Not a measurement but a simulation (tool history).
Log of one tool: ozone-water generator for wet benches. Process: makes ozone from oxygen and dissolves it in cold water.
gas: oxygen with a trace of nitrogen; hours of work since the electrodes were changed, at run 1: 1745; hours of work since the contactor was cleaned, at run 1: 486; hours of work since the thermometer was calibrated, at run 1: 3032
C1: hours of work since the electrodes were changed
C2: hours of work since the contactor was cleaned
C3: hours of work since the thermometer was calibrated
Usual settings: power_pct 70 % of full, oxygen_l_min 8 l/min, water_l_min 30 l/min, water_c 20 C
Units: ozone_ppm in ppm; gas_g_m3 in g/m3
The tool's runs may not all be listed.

run 1 hour=0 | power_pct=70 oxygen_l_min=8 water_l_min=30 water_c=20 | C1=1745 C2=486 C3=3032 | ozone_ppm=23.9 gas_g_m3=203.4
run 2 hour=30.2 | power_pct=70 oxygen_l_min=8 water_l_min=30 water_c=20 | C1=1769 C2=510 C3=3056 | ozone_ppm=24 gas_g_m3=201.8
run 3 hour=86 | power_pct=70 oxygen_l_min=8 water_l_min=30 water_c=25 | C1=1814 C2=555 C3=3101 | ozone_ppm=22.2 gas_g_m3=202.7
run 4 hour=155.8 | power_pct=70 oxygen_l_min=8 water_l_min=30 water_c=25 | C1=1870 C2=611 C3=3157 | ozone_ppm=22.3 gas_g_m3=200.3
run 5 hour=208.3 | power_pct=70 oxygen_l_min=8 water_l_min=30 water_c=25 | C1=1913 C2=654 C3=3199 | ozone_ppm=22.1 gas_g_m3=202.2
run 6 hour=266.1 | power_pct=70 oxygen_l_min=8 water_l_min=30 water_c=21 | C1=1959 C2=700 C3=3245 | ozone_ppm=23.4 gas_g_m3=202.7
run 7 hour=305.3 | power_pct=70 oxygen_l_min=8 water_l_min=30 water_c=21 | C1=1991 C2=731 C3=3277 | ozone_ppm=23.3 gas_g_m3=201.3
run 8 hour=363.9 | power_pct=70 oxygen_l_min=8 water_l_min=30 water_c=18 | C1=2038 C2=779 C3=3324 | ozone_ppm=24.4 gas_g_m3=201.9
run 9 hour=422.6 | power_pct=70 oxygen_l_min=8 water_l_min=30 water_c=18 | C1=2085 C2=826 C3=3371 | ozone_ppm=24.8 gas_g_m3=204.3
run 10 hour=492 | power_pct=70 oxygen_l_min=8 water_l_min=30 water_c=18 | C1=2141 C2=881 C3=3427 | ozone_ppm=24.6 gas_g_m3=200.7
run 11 hour=539.2 | power_pct=70 oxygen_l_min=8 water_l_min=30 water_c=18 | C1=2178 C2=919 C3=3465 | ozone_ppm=24.2 gas_g_m3=202
run 12 hour=605.9 | power_pct=70 oxygen_l_min=8 water_l_min=30 water_c=20 | C1=2232 C2=973 C3=3518 | ozone_ppm=23.8 gas_g_m3=201.5
run 13 hour=637.4 | power_pct=69 oxygen_l_min=11.92 water_l_min=30 water_c=20 | C1=2257 C2=998 C3=3544 | ozone_ppm=22.7 gas_g_m3=159.6
run 14 hour=679.4 | power_pct=61 oxygen_l_min=5.61 water_l_min=30 water_c=20 | C1=2291 C2=1032 C3=3577 | ozone_ppm=22.3 gas_g_m3=232.4
-- hour=687.7 contactor cleaned
run 15 hour=722.1 | power_pct=62 oxygen_l_min=8 water_l_min=47 water_c=19 | C1=2322 C2=28 C3=3608 | ozone_ppm=16.1 gas_g_m3=188.6
run 16 hour=769.9 | power_pct=76 oxygen_l_min=7.87 water_l_min=30 water_c=20 | C1=2361 C2=66 C3=3647 | ozone_ppm=24.7 gas_g_m3=211.4
run 17 hour=830.7 | power_pct=76 oxygen_l_min=7.87 water_l_min=30 water_c=20 | C1=2409 C2=115 C3=3696 | ozone_ppm=24.3 gas_g_m3=211
-- hour=850 contactor cleaned, once more
run 18 hour=883.3 | power_pct=76 oxygen_l_min=7.87 water_l_min=30 water_c=20 | C1=2449 C2=27 C3=3735 | ozone_ppm=24.9 gas_g_m3=212.9
run 19 hour=911.8 | power_pct=77 oxygen_l_min=5.67 water_l_min=35 water_c=20 | C1=2471 C2=50 C3=3758 | ozone_ppm=21.9 gas_g_m3=256.1
run 20 hour=958.6 | power_pct=46 oxygen_l_min=8 water_l_min=26 water_c=13 | C1=2509 C2=87 C3=3795 | ozone_ppm=23.9 gas_g_m3=163.8
run 21 hour=1024.6 | power_pct=51 oxygen_l_min=8 water_l_min=26 water_c=19 | C1=2562 C2=140 C3=3848 | ozone_ppm=22.8 gas_g_m3=170.8
run 22 hour=1076.9 | power_pct=82 oxygen_l_min=8 water_l_min=30 water_c=20 | C1=2604 C2=182 C3=3890 | ozone_ppm=25.7 gas_g_m3=216.5
run 23 hour=1117.3 | power_pct=64 oxygen_l_min=8 water_l_min=19 water_c=20 | C1=2636 C2=215 C3=3923 | ozone_ppm=30.2 gas_g_m3=191
run 24 hour=1178.6 | power_pct=64 oxygen_l_min=8 water_l_min=19 water_c=20 | C1=2686 C2=264 C3=3972 | ozone_ppm=30.1 gas_g_m3=192.9

4 ways to go on from here, each from the tool as it stands after run 24. What would each give?
run A hour=1243.1 | power_pct=64 oxygen_l_min=4.56 water_l_min=19 water_c=21 | C1=2738 C2=316 C3=4024 | ozone_ppm=? gas_g_m3=?
run B hour=1243.1 | power_pct=94 oxygen_l_min=8 water_l_min=30 water_c=20 | C1=2738 C2=316 C3=4024 | ozone_ppm=? gas_g_m3=?
run C hour=1243.1 | power_pct=70 oxygen_l_min=8 water_l_min=43 water_c=28 | C1=2738 C2=316 C3=4024 | ozone_ppm=? gas_g_m3=?
run D hour=1243.1 | power_pct=70 oxygen_l_min=8.11 water_l_min=40 water_c=20 | C1=2738 C2=316 C3=4024 | ozone_ppm=? gas_g_m3=?

run=A ozone_ppm=30.5 gas_g_m3=260.9
run=B ozone_ppm=27.6 gas_g_m3=229.4
run=C ozone_ppm=16.4 gas_g_m3=198.8
run=D ozone_ppm=19.1 gas_g_m3=198.2
Without the tool's hidden state the same runs would have given:
run=A ozone_ppm=31.9 gas_g_m3=272.9
run=B ozone_ppm=29.3 gas_g_m3=242.2
run=C ozone_ppm=17.3 gas_g_m3=208.5
run=D ozone_ppm=20.1 gas_g_m3=207.7
